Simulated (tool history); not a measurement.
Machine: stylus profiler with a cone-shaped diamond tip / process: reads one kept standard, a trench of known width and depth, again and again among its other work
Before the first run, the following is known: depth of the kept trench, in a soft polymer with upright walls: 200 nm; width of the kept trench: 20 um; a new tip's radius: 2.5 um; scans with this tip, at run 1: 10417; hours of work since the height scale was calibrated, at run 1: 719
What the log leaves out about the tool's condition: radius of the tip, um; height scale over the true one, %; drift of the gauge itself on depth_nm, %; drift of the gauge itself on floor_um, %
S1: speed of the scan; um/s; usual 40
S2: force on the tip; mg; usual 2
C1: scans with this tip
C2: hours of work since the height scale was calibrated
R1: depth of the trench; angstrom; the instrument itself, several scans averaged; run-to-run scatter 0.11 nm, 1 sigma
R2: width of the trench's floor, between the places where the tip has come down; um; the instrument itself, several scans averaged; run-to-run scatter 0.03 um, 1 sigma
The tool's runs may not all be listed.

run 1 hour=0 | S1=40 S2=2 | C1=10417 C2=719 | R1=2011.9 R2=17.56
run 2 hour=20.6 | S1=40 S2=2 | C1=10590 C2=731 | R1=2010.5 R2=17.52
run 3 hour=61.1 | S1=41 S2=2 | C1=10930 C2=754 | R1=2014.2 R2=17.49
run 4 hour=103.8 | S1=40 S2=2 | C1=11287 C2=779 | R1=2012.5 R2=17.48
run 5 hour=139.7 | S1=40 S2=1.28 | C1=11588 C2=800 | R1=2005.3 R2=17.47
run 6 hour=175.5 | S1=40 S2=1.28 | C1=11889 C2=820 | R1=2006.8 R2=17.44
run 7 hour=222.7 | S1=40 S2=1.28 | C1=12284 C2=848 | R1=2007.7 R2=17.44
run 8 hour=251.7 | S1=59 S2=2 | C1=12528 C2=864 | R1=2012 R2=17.4
run 9 hour=293.5 | S1=12 S2=2 | C1=12878 C2=889 | R1=2012.9 R2=17.52
run 10 hour=327.9 | S1=40 S2=2 | C1=13167 C2=908 | R1=2013.7 R2=17.41
run 11 hour=371.7 | S1=14 S2=1.26 | C1=13534 C2=934 | R1=2007.2 R2=17.55
run 12 hour=418.5 | S1=53 S2=4.58 | C1=13926 C2=961 | R1=2026 R2=17.38
run 13 hour=453.2 | S1=139 S2=2.28 | C1=14217 C2=981 | R1=2012.6 R2=17.06
run 14 hour=489.8 | S1=40 S2=1.19 | C1=14524 C2=1002 | R1=2005.2 R2=17.36
run 15 hour=524.1 | S1=35 S2=1.21 | C1=14811 C2=1022 | R1=2004.7 R2=17.38
run 16 hour=561.6 | S1=70 S2=0.76 | C1=15127 C2=1044 | R1=2000.7 R2=17.13
run 17 hour=604.8 | S1=15 S2=1.27 | C1=15488 C2=1069 | R1=2007.1 R2=17.35
run 18 hour=632.4 | S1=15 S2=1.27 | C1=15720 C2=1085 | R1=2006.8 R2=17.47
run 19 hour=677.3 | S1=11 S2=1.76 | C1=16096 C2=1111 | R1=2008.4 R2=17.44

Hidden state or all else? Some run-to-run changes of R1, split into what the settings, what came in and random variation would give without the hidden state, and what is left for the hidden state (with any gauge scatter that isn't in both results):
Run 9 -> 10: S1 12 -> 40. R1 +0.8 angstrom: hidden state -0.3, all else +1.1.
Run 11 -> 12: S1 14 -> 53, S2 1.26 -> 4.58. R1 +18.8 angstrom: hidden state -0.3, all else +19.1.

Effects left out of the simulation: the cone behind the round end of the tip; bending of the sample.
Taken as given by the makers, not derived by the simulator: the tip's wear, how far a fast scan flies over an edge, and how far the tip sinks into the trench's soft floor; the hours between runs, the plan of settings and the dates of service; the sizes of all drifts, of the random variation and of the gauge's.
